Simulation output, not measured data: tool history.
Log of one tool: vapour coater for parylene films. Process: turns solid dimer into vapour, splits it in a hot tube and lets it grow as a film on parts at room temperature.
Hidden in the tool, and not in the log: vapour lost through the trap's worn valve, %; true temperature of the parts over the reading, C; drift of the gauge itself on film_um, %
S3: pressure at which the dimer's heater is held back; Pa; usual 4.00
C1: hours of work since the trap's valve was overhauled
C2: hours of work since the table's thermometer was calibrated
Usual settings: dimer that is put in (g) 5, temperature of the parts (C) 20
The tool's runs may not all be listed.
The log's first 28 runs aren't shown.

{"run": 29, "hour": 394.4, "dimer that is put in (g)": 7, "temperature of the parts (C)": 29, "S3": 4.92, "C1": 20, "C2": 51, "thickness of the film (nm)": 4420}
{"run": 30, "hour": 406.8, "dimer that is put in (g)": 7, "temperature of the parts (C)": 29, "S3": 4.92, "C1": 30, "C2": 61, "thickness of the film (nm)": 4390}
{"run": 31, "hour": 426.0, "dimer that is put in (g)": 7, "temperature of the parts (C)": 29, "S3": 4.92, "C1": 47, "C2": 78, "thickness of the film (nm)": 4420}
{"run": 32, "hour": 439.9, "dimer that is put in (g)": 2, "temperature of the parts (C)": 29, "S3": 4.52, "C1": 59, "C2": 90, "thickness of the film (nm)": 1250}
{"run": 33, "hour": 453.0, "dimer that is put in (g)": 2, "temperature of the parts (C)": 29, "S3": 4.52, "C1": 70, "C2": 101, "thickness of the film (nm)": 1240}
{"run": 34, "hour": 469.3, "dimer that is put in (g)": 2, "temperature of the parts (C)": 20, "S3": 6.95, "C1": 84, "C2": 115, "thickness of the film (nm)": 1650}
{"run": 35, "hour": 480.1, "dimer that is put in (g)": 5, "temperature of the parts (C)": 20, "S3": 6.95, "C1": 93, "C2": 124, "thickness of the film (nm)": 4110}
{"run": 36, "hour": 489.7, "dimer that is put in (g)": 5, "temperature of the parts (C)": 15, "S3": 7.37, "C1": 101, "C2": 132, "thickness of the film (nm)": 4780}
{"run": 37, "hour": 499.9, "dimer that is put in (g)": 2, "temperature of the parts (C)": 15, "S3": 4.0, "C1": 110, "C2": 141, "thickness of the film (nm)": 2040}
{"run": 38, "hour": 517.5, "dimer that is put in (g)": 2, "temperature of the parts (C)": 15, "S3": 4.0, "C1": 125, "C2": 156, "thickness of the film (nm)": 2010}
{"run": 39, "hour": 526.7, "dimer that is put in (g)": 3, "temperature of the parts (C)": 18, "S3": 4.0, "C1": 133, "C2": 164, "thickness of the film (nm)": 2720}
{"run": 40, "hour": 546.1, "dimer that is put in (g)": 5, "temperature of the parts (C)": 30, "S3": 5.64, "C1": 149, "C2": 181, "thickness of the film (nm)": 2970}
{"run": 41, "hour": 554.5, "dimer that is put in (g)": 3, "temperature of the parts (C)": 23, "S3": 7.61, "C1": 157, "C2": 188, "thickness of the film (nm)": 2250}
{"run": 42, "hour": 566.1, "dimer that is put in (g)": 3, "temperature of the parts (C)": 23, "S3": 7.61, "C1": 166, "C2": 198, "thickness of the film (nm)": 2170}
{"run": 43, "hour": 574.3, "dimer that is put in (g)": 8, "temperature of the parts (C)": 26, "S3": 4.0, "C1": 173, "C2": 205, "thickness of the film (nm)": 5630}
{"run": 44, "hour": 590.0, "dimer that is put in (g)": 8, "temperature of the parts (C)": 31, "S3": 10.61, "C1": 187, "C2": 218, "thickness of the film (nm)": 4430}
{"run": 45, "hour": 603.8, "dimer that is put in (g)": 4, "temperature of the parts (C)": 31, "S3": 4.02, "C1": 199, "C2": 230, "thickness of the film (nm)": 2340}
{"run": 46, "hour": 614.6, "dimer that is put in (g)": 4, "temperature of the parts (C)": 31, "S3": 4.02, "C1": 208, "C2": 239, "thickness of the film (nm)": 2440}

Forecast each of these 3 alternatives for the next run:
{"run": "A", "hour": 633.6, "dimer that is put in (g)": 4, "temperature of the parts (C)": 13, "S3": 5.03, "C1": 224, "C2": 255, "thickness of the film (nm)": "?"}
{"run": "B", "hour": 633.6, "dimer that is put in (g)": 5, "temperature of the parts (C)": 25, "S3": 4.0, "C1": 224, "C2": 255, "thickness of the film (nm)": "?"}
{"run": "C", "hour": 633.6, "dimer that is put in (g)": 4, "temperature of the parts (C)": 13, "S3": 7.21, "C1": 224, "C2": 255, "thickness of the film (nm)": "?"}

run=A thickness_of_the_film_(nm)=4200
run=B thickness_of_the_film_(nm)=3620
run=C thickness_of_the_film_(nm)=4030
Without the tool's hidden state the same runs would have given:
run=A thickness_of_the_film_(nm)=4200
run=B thickness_of_the_film_(nm)=3620
run=C thickness_of_the_film_(nm)=4030
